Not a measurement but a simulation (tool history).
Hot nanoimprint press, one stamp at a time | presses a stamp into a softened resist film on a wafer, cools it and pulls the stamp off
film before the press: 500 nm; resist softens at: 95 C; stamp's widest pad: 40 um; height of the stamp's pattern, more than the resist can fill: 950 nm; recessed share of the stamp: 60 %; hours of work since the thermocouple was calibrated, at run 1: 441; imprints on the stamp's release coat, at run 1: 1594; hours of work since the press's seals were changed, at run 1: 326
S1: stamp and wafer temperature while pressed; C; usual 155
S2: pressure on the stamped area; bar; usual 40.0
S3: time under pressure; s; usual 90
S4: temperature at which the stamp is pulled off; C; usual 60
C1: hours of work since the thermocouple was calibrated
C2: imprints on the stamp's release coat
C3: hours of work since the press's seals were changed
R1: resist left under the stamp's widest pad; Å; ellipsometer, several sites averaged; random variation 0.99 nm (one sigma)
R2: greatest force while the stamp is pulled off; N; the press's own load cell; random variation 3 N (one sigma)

run 1 day=0.000 | S1=155 S2=40.0 S3=90 S4=60 | C1=441 C2=1594 C3=326 | R1=1856 R2=218
run 2 day=0.450 | S1=155 S2=40.0 S3=90 S4=60 | C1=448 C2=1622 C3=333 | R1=1853 R2=226
-- day=0.800 plate thermocouple calibrated
run 3 day=1.138 | S1=155 S2=40.0 S3=90 S4=60 | C1=5 C2=1657 C3=341 | R1=2069 R2=238
run 4 day=1.654 | S1=155 S2=40.0 S3=90 S4=60 | C1=13 C2=1689 C3=349 | R1=2044 R2=231
run 5 day=2.262 | S1=155 S2=40.0 S3=90 S4=60 | C1=22 C2=1726 C3=359 | R1=2044 R2=235
run 6 day=2.767 | S1=155 S2=40.0 S3=90 S4=60 | C1=30 C2=1757 C3=366 | R1=2066 R2=243
run 7 day=3.038 | S1=155 S2=40.0 S3=90 S4=60 | C1=34 C2=1774 C3=370 | R1=2037 R2=236
run 8 day=3.479 | S1=155 S2=40.0 S3=90 S4=60 | C1=40 C2=1801 C3=377 | R1=2045 R2=240
run 9 day=4.075 | S1=164 S2=40.0 S3=90 S4=60 | C1=49 C2=1838 C3=386 | R1=1194 R2=238
run 10 day=4.488 | S1=155 S2=40.0 S3=90 S4=60 | C1=56 C2=1864 C3=392 | R1=2042 R2=251
run 11 day=4.746 | S1=155 S2=40.0 S3=90 S4=60 | C1=60 C2=1880 C3=396 | R1=2050 R2=235
run 12 day=5.325 | S1=155 S2=40.0 S3=90 S4=60 | C1=68 C2=1916 C3=405 | R1=2046 R2=243
run 13 day=5.833 | S1=155 S2=40.0 S3=90 S4=60 | C1=76 C2=1947 C3=412 | R1=2022 R2=237
run 14 day=6.217 | S1=155 S2=40.0 S3=90 S4=60 | C1=82 C2=1971 C3=418 | R1=2026 R2=252
run 15 day=6.567 | S1=158 S2=46.2 S3=90 S4=51 | C1=87 C2=1992 C3=424 | R1=1570 R2=266
run 16 day=6.958 | S1=158 S2=46.2 S3=90 S4=51 | C1=93 C2=2016 C3=429 | R1=1585 R2=282
run 17 day=7.217 | S1=155 S2=37.7 S3=117 S4=47 | C1=97 C2=2033 C3=433 | R1=1889 R2=287
-- day=7.758 stamp cleaned and given a new release coat
run 18 day=7.938 | S1=147 S2=47.1 S3=90 S4=60 | C1=104 C2=11 C3=440 | R1=3009 R2=142
run 19 day=8.317 | S1=146 S2=47.1 S3=90 S4=66 | C1=110 C2=34 C3=446 | R1=3179 R2=134
run 20 day=8.662 | S1=146 S2=47.1 S3=90 S4=66 | C1=115 C2=55 C3=451 | R1=3151 R2=138
run 21 day=8.979 | S1=158 S2=32.9 S3=90 S4=66 | C1=120 C2=75 C3=456 | R1=1887 R2=135
run 22 day=9.275 | S1=158 S2=32.9 S3=90 S4=66 | C1=124 C2=93 C3=461 | R1=1871 R2=138
run 23 day=9.704 | S1=146 S2=60.1 S3=90 S4=45 | C1=131 C2=120 C3=467 | R1=2866 R2=172
run 24 day=9.979 | S1=155 S2=26.4 S3=90 S4=59 | C1=135 C2=137 C3=471 | R1=2464 R2=149
run 25 day=10.358 | S1=155 S2=61.9 S3=90 S4=50 | C1=141 C2=160 C3=477 | R1=1617 R2=164

Forecast each of these 3 alternatives for the next run:
run A day=10.962 | S1=150 S2=59.3 S3=90 S4=48 | C1=150 C2=197 C3=486 | R1=? R2=?
run B day=10.962 | S1=145 S2=40.0 S3=56 S4=60 | C1=150 C2=197 C3=486 | R1=? R2=?
run C day=10.962 | S1=166 S2=58.5 S3=90 S4=60 | C1=150 C2=197 C3=486 | R1=? R2=?

run=A R1=2244 R2=167
run=B R1=3860 R2=147
run=C R1=872 R2=151
Without the tool's hidden state the same runs would have given:
run=A R1=2247 R2=157
run=B R1=3889 R2=138
run=C R1=867 R2=142
